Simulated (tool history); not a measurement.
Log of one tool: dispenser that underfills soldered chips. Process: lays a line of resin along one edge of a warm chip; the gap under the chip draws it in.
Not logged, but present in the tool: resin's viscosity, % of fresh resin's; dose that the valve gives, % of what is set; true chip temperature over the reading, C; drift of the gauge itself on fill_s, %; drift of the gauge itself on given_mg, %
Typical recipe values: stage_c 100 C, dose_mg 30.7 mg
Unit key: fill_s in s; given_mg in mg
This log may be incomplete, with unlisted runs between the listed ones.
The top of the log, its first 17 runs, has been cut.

run	hour	stage_c	dose_mg	hours of work since the syringe was changed	hours of work since the valve was cleaned	hours of work since the stage was calibrated	fill_s	given_mg
# hour 179.8: new syringe of resin
18	181.7	91	38.8	1	63	602	77.3	37.34
# hour 196: new syringe of resin
19	196.2	105	35.8	0	74	613	46.7	34.67
20	207.4	98	29	9	83	621	119.2	27.39
# hour 212.4: new syringe of resin
21	215.6	102	31	2	89	628	64.2	29.49
# hour 228.8: new syringe of resin
22	231.9	107	32.5	2	102	640	53	30.88
23	240.4	107	32.5	9	108	647	90.1	30.68
# hour 245.5: new syringe of resin
24	250.6	107	32.5	4	116	654	60.1	30.43
# hour 256: dispensing valve cleaned and set on the balance
25	258.5	107	32.5	9	2	660	90.2	32.57
# hour 262.4: new syringe of resin
26	266.4	93	32.3	3	8	666	85.4	32.37
# hour 277.6: stage's temperature calibrated
# hour 279.7: new syringe of resin
27	282.9	93	32.3	2	20	4	89.9	31.83
28	294.6	96	33.5	12	29	13	164.7	32.92
# hour 295.9: new syringe of resin
29	307.6	96	33.5	9	39	23	135.3	32.88
# hour 312: new syringe of resin
30	315.6	94	33.5	3	45	29	89.6	32.65
31	323.2	104	32.9	9	51	35	103.7	32.04
# hour 328.5: new syringe of resin
32	334.3	96	35.9	4	59	43	96.8	34.86
33	342.8	96	35.9	11	66	50	157.1	34.58
# hour 344.5: new syringe of resin
34	357	100	28.9	10	76	61	130.9	27.74

5 ways to go on from here, each from the tool as it stands after run 34. What would each give?
# hour 360.4: new syringe of resin
A	372.1	100	30.7	9	88	72	?	?
# hour 360.4: new syringe of resin
B	372.1	100	29.8	9	88	72	?	?
# hour 360.4: new syringe of resin
C	372.1	94	31.5	9	88	72	?	?
# hour 360.4: new syringe of resin
D	372.1	97	38.3	9	88	72	?	?
# hour 360.4: new syringe of resin
E	372.1	93	30.7	9	88	72	?	?

run	fill_s	given_mg
A	126.6	29.06
B	127.1	28.44
C	148	29.94
D	128.8	36.73
E	154.6	29.11
The same runs, with their run-to-run variation unchanged, on a tool lacking any hidden condition would have given:
run	fill_s	given_mg
A	62.6	30.52
B	62.3	29.87
C	72.8	31.44
D	63.7	38.57
E	76	30.57

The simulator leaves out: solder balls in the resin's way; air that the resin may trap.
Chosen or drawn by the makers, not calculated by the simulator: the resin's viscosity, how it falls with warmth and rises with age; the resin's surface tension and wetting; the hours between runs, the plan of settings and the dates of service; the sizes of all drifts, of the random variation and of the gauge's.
